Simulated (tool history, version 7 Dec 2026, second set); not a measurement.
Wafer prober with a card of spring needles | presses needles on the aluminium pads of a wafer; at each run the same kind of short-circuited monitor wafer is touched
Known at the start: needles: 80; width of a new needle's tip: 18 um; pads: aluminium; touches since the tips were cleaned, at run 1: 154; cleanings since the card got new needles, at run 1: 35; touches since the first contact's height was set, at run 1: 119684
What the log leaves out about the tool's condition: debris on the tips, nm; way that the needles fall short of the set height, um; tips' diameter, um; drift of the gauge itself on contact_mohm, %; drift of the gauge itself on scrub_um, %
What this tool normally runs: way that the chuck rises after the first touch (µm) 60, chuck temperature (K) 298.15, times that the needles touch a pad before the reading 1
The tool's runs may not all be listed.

run	hour	way that the chuck rises after the first touch (µm)	chuck temperature (K)	times that the needles touch a pad before the reading	touches since the tips were cleaned	cleanings since the card got new needles	touches since the first contact's height was set	resistance of one needle with its contact and lead (mohm)	way that a needle slides on the pad (µm)
1	0	60	298.15	1	154	35	119684	279	13.57
# hour 11.9: tips cleaned on abrasive film
2	15.2	60	298.15	1	871	36	123742	279	13.44
# hour 24.3: tips cleaned on abrasive film
3	24.6	60	298.15	1	94	37	126258	269	13.39
4	35.8	60	298.15	1	3106	37	129270	279	13.44
# hour 36.7: tips cleaned on abrasive film
5	45.3	60	298.15	1	2313	38	131812	271	13.47
# hour 49.9: tips cleaned on abrasive film
6	57.4	60	298.15	1	2019	39	135045	275	13.44
# hour 62.9: tips cleaned on abrasive film
7	66	60	298.15	1	828	40	137325	273	13.48
# hour 75.6: tips cleaned on abrasive film
8	77.2	60	298.15	1	415	41	140311	280	13.46
# hour 89.3: tips cleaned on abrasive film
9	89.8	60	298.15	1	132	42	143697	275	13.44
# hour 101.9: tips cleaned on abrasive film
10	105.6	77	298.15	1	981	43	147906	277	17.25
# hour 114.2: tips cleaned on abrasive film
11	124.2	60	369.15	1	2699	44	152907	298	13.43
# hour 126.5: tips cleaned on abrasive film
# hour 139.2: tips cleaned on abrasive film
12	140.7	60	323.15	1	410	46	157293	283	13.47
# hour 151.2: tips cleaned on abrasive film
13	151.8	60	323.15	1	141	47	160246	284	13.45
# hour 163.3: tips cleaned on abrasive film
14	171.6	60	323.15	1	2239	48	165575	284	13.41
# hour 176: tips cleaned on abrasive film
15	181.2	60	323.15	1	1403	49	168124	280	13.42
# hour 188.1: tips cleaned on abrasive film
16	197.4	60	298.15	1	2490	50	172456	277	13.46
# hour 200.6: tips cleaned on abrasive film
# hour 213.2: tips cleaned on abrasive film
17	214.6	44	298.15	1	379	52	177047	284	9.87
# hour 226.5: tips cleaned on abrasive film
18	234	64	298.15	1	2006	53	182232	279	14.27
# hour 239: tips cleaned on abrasive film
19	245.4	64	298.15	1	1724	54	185286	275	14.33
# hour 251.4: tips cleaned on abrasive film
20	258.7	74	314.15	1	1978	55	188845	281	16.57
# hour 263.5: tips cleaned on abrasive film
21	267.7	60	298.15	2	1154	56	191252	272	13.44
# hour 276.4: tips cleaned on abrasive film
22	281	60	298.15	2	1233	57	194793	273	13.45
# hour 288.9: tips cleaned on abrasive film
23	299.7	51	359.15	3	2911	58	199818	303	11.39
# hour 301.6: tips cleaned on abrasive film
# hour 311.1: height of the first contact set anew
# hour 314.3: tips cleaned on abrasive film
24	316.1	51	299.15	1	499	60	1334	279	11.38
# hour 327.3: tips cleaned on abrasive film
25	330	62	298.15	1	702	61	5035	274	13.9
# hour 340: tips cleaned on abrasive film
26	346.6	62	298.15	1	1755	62	9481	274	13.91
# hour 352.8: tips cleaned on abrasive film
27	362.9	62	298.15	1	2728	63	13856	273	13.81
# hour 365.9: tips cleaned on abrasive film
28	372.1	62	298.15	1	1686	64	16317	272	13.9
# hour 378.3: tips cleaned on abrasive film
29	381.3	62	298.15	1	791	65	18751	273	13.9
# hour 390.8: tips cleaned on abrasive film
30	391	54	298.15	1	69	66	21352	278	12.13
# hour 403.2: tips cleaned on abrasive film
31	403.2	54	394.15	2	0	67	24617	306	12.15
# hour 415.8: tips cleaned on abrasive film
32	416.4	42	355.15	3	161	68	28141	303	9.44

Alternative continuations, all from the tool just after run 32; predict every row:
# hour 428.3: tips cleaned on abrasive film
A	433.6	71	355.15	3	1443	69	32755	?	?
# hour 428.3: tips cleaned on abrasive film
B	433.6	67	389.15	3	1443	69	32755	?	?
# hour 428.3: tips cleaned on abrasive film
C	433.6	42	312.15	3	1443	69	32755	?	?
# hour 428.3: tips cleaned on abrasive film
D	433.6	64	298.15	1	1443	69	32755	?	?
# hour 428.3: tips cleaned on abrasive film
E	433.6	48	374.15	2	1443	69	32755	?	?

run	resistance of one needle with its contact and lead (mohm)	way that a needle slides on the pad (µm)
A	293	16.01
B	301	15.04
C	291	9.43
D	278	14.34
E	304	10.8
Had the tool no hidden state, the same runs would have come out as:
run	resistance of one needle with its contact and lead (mohm)	way that a needle slides on the pad (µm)
A	293	16.02
B	301	15.04
C	290	9.44
D	277	14.34
E	304	10.8

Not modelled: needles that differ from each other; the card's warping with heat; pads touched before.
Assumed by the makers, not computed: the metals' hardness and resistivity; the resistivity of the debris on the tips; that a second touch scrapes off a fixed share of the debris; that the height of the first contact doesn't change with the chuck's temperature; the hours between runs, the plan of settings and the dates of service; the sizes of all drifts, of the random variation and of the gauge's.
